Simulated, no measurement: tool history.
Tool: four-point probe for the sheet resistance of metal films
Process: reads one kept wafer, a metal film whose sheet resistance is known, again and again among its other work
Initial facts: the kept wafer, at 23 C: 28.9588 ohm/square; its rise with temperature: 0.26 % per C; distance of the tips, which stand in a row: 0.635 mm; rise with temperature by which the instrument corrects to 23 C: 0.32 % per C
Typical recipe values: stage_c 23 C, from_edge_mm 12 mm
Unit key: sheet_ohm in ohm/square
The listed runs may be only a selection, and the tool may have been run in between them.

{"run": 1, "hour": 0.0, "stage_c": 23, "from_edge_mm": 12, "sheet_ohm": 29.005039}
{"run": 2, "hour": 17.3, "stage_c": 23, "from_edge_mm": 12, "sheet_ohm": 28.999862}
{"run": 3, "hour": 28.2, "stage_c": 23, "from_edge_mm": 12, "sheet_ohm": 29.004366}
{"run": 4, "hour": 45.5, "stage_c": 23, "from_edge_mm": 4, "sheet_ohm": 29.347782}
{"run": 5, "hour": 56.8, "stage_c": 23, "from_edge_mm": 18, "sheet_ohm": 28.982747}
{"run": 6, "hour": 70.3, "stage_c": 23, "from_edge_mm": 4, "sheet_ohm": 29.338642}
{"run": 7, "hour": 80.4, "stage_c": 23, "from_edge_mm": 4, "sheet_ohm": 29.341803}
{"run": 8, "hour": 97.6, "stage_c": 18, "from_edge_mm": 12, "sheet_ohm": 29.116565}
{"run": 9, "hour": 110.0, "stage_c": 18, "from_edge_mm": 12, "sheet_ohm": 29.096933}
{"run": 10, "hour": 129.0, "stage_c": 18, "from_edge_mm": 12, "sheet_ohm": 29.085553}
{"run": 11, "hour": 148.5, "stage_c": 23, "from_edge_mm": 12, "sheet_ohm": 28.987945}
{"run": 12, "hour": 166.8, "stage_c": 23, "from_edge_mm": 12, "sheet_ohm": 29.002396}
{"run": 13, "hour": 179.5, "stage_c": 23, "from_edge_mm": 12, "sheet_ohm": 29.004376}
{"run": 14, "hour": 192.4, "stage_c": 23, "from_edge_mm": 12, "sheet_ohm": 29.003121}
{"run": 15, "hour": 213.7, "stage_c": 23, "from_edge_mm": 12, "sheet_ohm": 28.999084}
{"run": 16, "hour": 228.5, "stage_c": 23, "from_edge_mm": 12, "sheet_ohm": 29.009539}
{"run": 17, "hour": 246.0, "stage_c": 23, "from_edge_mm": 12, "sheet_ohm": 29.008102}
{"run": 18, "hour": 262.9, "stage_c": 23, "from_edge_mm": 12, "sheet_ohm": 29.004013}
{"run": 19, "hour": 282.3, "stage_c": 23, "from_edge_mm": 12, "sheet_ohm": 29.000852}
{"run": 20, "hour": 294.0, "stage_c": 23, "from_edge_mm": 12, "sheet_ohm": 29.002245}
{"run": 21, "hour": 311.6, "stage_c": 23, "from_edge_mm": 12, "sheet_ohm": 28.994109}
{"run": 22, "hour": 324.4, "stage_c": 23, "from_edge_mm": 70, "sheet_ohm": 28.957523}
{"run": 23, "hour": 336.8, "stage_c": 23, "from_edge_mm": 70, "sheet_ohm": 28.960661}
{"run": 24, "hour": 355.5, "stage_c": 23, "from_edge_mm": 70, "sheet_ohm": 28.959307}
{"run": 25, "hour": 369.8, "stage_c": 23, "from_edge_mm": 70, "sheet_ohm": 28.95626}
{"run": 26, "hour": 381.6, "stage_c": 27, "from_edge_mm": 5, "sheet_ohm": 29.131524}
{"run": 27, "hour": 394.8, "stage_c": 28, "from_edge_mm": 4, "sheet_ohm": 29.261627}
{"run": 28, "hour": 403.9, "stage_c": 23, "from_edge_mm": 40, "sheet_ohm": 28.961152}
{"run": 29, "hour": 417.0, "stage_c": 32, "from_edge_mm": 5, "sheet_ohm": 29.052988}
{"run": 30, "hour": 428.9, "stage_c": 26, "from_edge_mm": 5, "sheet_ohm": 29.151694}
{"run": 31, "hour": 445.6, "stage_c": 21, "from_edge_mm": 4, "sheet_ohm": 29.388762}
{"run": 32, "hour": 454.5, "stage_c": 32, "from_edge_mm": 23, "sheet_ohm": 28.824705}
{"run": 33, "hour": 464.9, "stage_c": 24, "from_edge_mm": 3, "sheet_ohm": 29.623636}
{"run": 34, "hour": 482.4, "stage_c": 24, "from_edge_mm": 3, "sheet_ohm": 29.621544}
{"run": 35, "hour": 501.0, "stage_c": 24, "from_edge_mm": 3, "sheet_ohm": 29.616333}
{"run": 36, "hour": 516.9, "stage_c": 24, "from_edge_mm": 3, "sheet_ohm": 29.622636}
{"run": 37, "hour": 531.4, "stage_c": 21, "from_edge_mm": 20, "sheet_ohm": 29.01339}
{"run": 38, "hour": 549.1, "stage_c": 22, "from_edge_mm": 6, "sheet_ohm": 29.146495}
{"run": 39, "hour": 559.1, "stage_c": 31, "from_edge_mm": 14, "sheet_ohm": 28.851977}
{"run": 40, "hour": 579.2, "stage_c": 34, "from_edge_mm": 27, "sheet_ohm": 28.780887}
{"run": 41, "hour": 599.3, "stage_c": 30, "from_edge_mm": 23, "sheet_ohm": 28.842818}
{"run": 42, "hour": 615.8, "stage_c": 19, "from_edge_mm": 14, "sheet_ohm": 29.058702}
{"run": 43, "hour": 636.5, "stage_c": 19, "from_edge_mm": 13, "sheet_ohm": 29.071722}
{"run": 44, "hour": 647.7, "stage_c": 26, "from_edge_mm": 14, "sheet_ohm": 28.939473}

5 ways to go on from here, each from the tool as it stands after run 44. What would each give?
{"run": "A", "hour": 662.6, "stage_c": 18, "from_edge_mm": 16, "sheet_ohm": "?"}
{"run": "B", "hour": 662.6, "stage_c": 21, "from_edge_mm": 9, "sheet_ohm": "?"}
{"run": "C", "hour": 662.6, "stage_c": 23, "from_edge_mm": 12, "sheet_ohm": "?"}
{"run": "D", "hour": 662.6, "stage_c": 24, "from_edge_mm": 3, "sheet_ohm": "?"}
{"run": "E", "hour": 662.6, "stage_c": 29, "from_edge_mm": 19, "sheet_ohm": "?"}

run=A sheet_ohm=29.065886
run=B sheet_ohm=29.075688
run=C sheet_ohm=29.012074
run=D sheet_ohm=29.62516
run=E sheet_ohm=28.873936
The same runs, with their run-to-run variation unchanged, on a tool lacking any hidden condition would have given:
run=A sheet_ohm=29.068576
run=B sheet_ohm=29.078377
run=C sheet_ohm=29.014757
run=D sheet_ohm=29.627894
run=E sheet_ohm=28.876602
